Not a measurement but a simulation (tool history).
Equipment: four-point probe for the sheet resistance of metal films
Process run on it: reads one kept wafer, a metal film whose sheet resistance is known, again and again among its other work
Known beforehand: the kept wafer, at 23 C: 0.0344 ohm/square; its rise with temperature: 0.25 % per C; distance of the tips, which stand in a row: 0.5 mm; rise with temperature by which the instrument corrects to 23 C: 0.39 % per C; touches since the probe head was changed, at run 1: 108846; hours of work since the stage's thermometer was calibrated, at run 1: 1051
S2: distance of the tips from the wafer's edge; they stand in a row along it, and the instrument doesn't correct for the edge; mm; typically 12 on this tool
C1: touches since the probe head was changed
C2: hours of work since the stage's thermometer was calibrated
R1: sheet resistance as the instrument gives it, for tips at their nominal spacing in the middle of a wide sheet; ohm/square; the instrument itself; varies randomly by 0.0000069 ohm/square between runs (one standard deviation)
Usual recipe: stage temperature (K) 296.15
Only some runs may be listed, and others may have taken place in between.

run 1 hour=0 | stage_temperature_(K)=296.15 S2=12 | C1=108846 C2=1051 | R1=0.034263
run 2 hour=38.9 | stage_temperature_(K)=296.15 S2=4 | C1=110442 C2=1070 | R1=0.0345
run 3 hour=104.5 | stage_temperature_(K)=296.15 S2=4 | C1=113138 C2=1101 | R1=0.034503
run 4 hour=146 | stage_temperature_(K)=296.15 S2=4 | C1=114843 C2=1121 | R1=0.03448
run 5 hour=174.9 | stage_temperature_(K)=296.15 S2=4 | C1=116029 C2=1135 | R1=0.034489
run 6 hour=217.4 | stage_temperature_(K)=296.15 S2=12 | C1=117777 C2=1155 | R1=0.034234
run 7 hour=280 | stage_temperature_(K)=296.15 S2=12 | C1=120348 C2=1185 | R1=0.034228
run 8 hour=314.5 | stage_temperature_(K)=296.15 S2=12 | C1=121765 C2=1202 | R1=0.034202
run 9 hour=375.3 | stage_temperature_(K)=296.15 S2=12 | C1=124260 C2=1231 | R1=0.034202
run 10 hour=406.1 | stage_temperature_(K)=296.15 S2=12 | C1=125526 C2=1246 | R1=0.034199
run 11 hour=437.5 | stage_temperature_(K)=296.15 S2=12 | C1=126816 C2=1261 | R1=0.034209
run 12 hour=489.3 | stage_temperature_(K)=296.15 S2=12 | C1=128944 C2=1285 | R1=0.034197
run 13 hour=551 | stage_temperature_(K)=297.15 S2=12 | C1=131481 C2=1315 | R1=0.034153
run 14 hour=579.2 | stage_temperature_(K)=295.15 S2=12 | C1=132637 C2=1328 | R1=0.034235
run 15 hour=646.5 | stage_temperature_(K)=295.15 S2=12 | C1=135402 C2=1361 | R1=0.034234
run 16 hour=682.1 | stage_temperature_(K)=295.15 S2=12 | C1=136864 C2=1378 | R1=0.034238
run 17 hour=714.9 | stage_temperature_(K)=304.15 S2=3 | C1=138210 C2=1393 | R1=0.034268
run 18 hour=779.5 | stage_temperature_(K)=302.15 S2=43 | C1=140864 C2=1424 | R1=0.033845
run 19 hour=813.7 | stage_temperature_(K)=297.15 S2=6 | C1=142269 C2=1441 | R1=0.034207
run 20 hour=864.5 | stage_temperature_(K)=297.15 S2=6 | C1=144355 C2=1465 | R1=0.034211
run 21 hour=906.9 | stage_temperature_(K)=297.15 S2=5 | C1=146096 C2=1485 | R1=0.034262
run 22 hour=967.5 | stage_temperature_(K)=303.15 S2=21 | C1=148587 C2=1514 | R1=0.033803
run 23 hour=1014.8 | stage_temperature_(K)=296.15 S2=6 | C1=150532 C2=1537 | R1=0.034244
run 24 hour=1069.8 | stage_temperature_(K)=296.15 S2=6 | C1=152789 C2=1563 | R1=0.034246
run 25 hour=1116.7 | stage_temperature_(K)=296.15 S2=6 | C1=154716 C2=1586 | R1=0.034238
run 26 hour=1164.8 | stage_temperature_(K)=307.15 S2=40 | C1=156693 C2=1609 | R1=0.033599
run 27 hour=1222 | stage_temperature_(K)=301.15 S2=47 | C1=159043 C2=1636 | R1=0.033859
run 28 hour=1258.9 | stage_temperature_(K)=295.15 S2=50 | C1=160555 C2=1654 | R1=0.034145
run 29 hour=1290.6 | stage_temperature_(K)=304.15 S2=3 | C1=161861 C2=1669 | R1=0.034221
run 30 hour=1342.7 | stage_temperature_(K)=304.15 S2=3 | C1=163998 C2=1694 | R1=0.03421
run 31 hour=1375.7 | stage_temperature_(K)=304.15 S2=3 | C1=165356 C2=1710 | R1=0.034193
run 32 hour=1420 | stage_temperature_(K)=293.15 S2=3 | C1=167173 C2=1731 | R1=0.034709

How would selected steps in R1 from run to run divide? Give the signed amount a tool lacking its hidden state would still show from settings, what came in and random variation, and the signed amount left for the hidden state, including any gauge scatter that is not in both of the compared results.
Unlogged tool condition in this case: inner tips' distance over the nominal, %; tips' flats over new ones', %; wafer's true temperature over the reading, C; drift of the gauge itself on sheet_ohm, %.
Run 21 -> 22: stage temperature (K) 297.15 -> 303.15, S2 5 -> 21. R1 -0.000459 ohm/square: hidden state -0.000002, all else -0.000457.
Run 22 -> 23: stage temperature (K) 303.15 -> 296.15, S2 21 -> 6. R1 +0.000441 ohm/square: hidden state -0.00001, all else +0.000451.
Run 25 -> 26: stage temperature (K) 296.15 -> 307.15, S2 6 -> 40. R1 -0.000639 ohm/square: hidden state +0.000003, all else -0.000642.
Run 26 -> 27: stage temperature (K) 307.15 -> 301.15, S2 40 -> 47. R1 +0.00026 ohm/square: hidden state -0.00001, all else +0.00027.
Run 31 -> 32: stage temperature (K) 304.15 -> 293.15. R1 +0.000516 ohm/square: hidden state -0.000012, all else +0.000528.
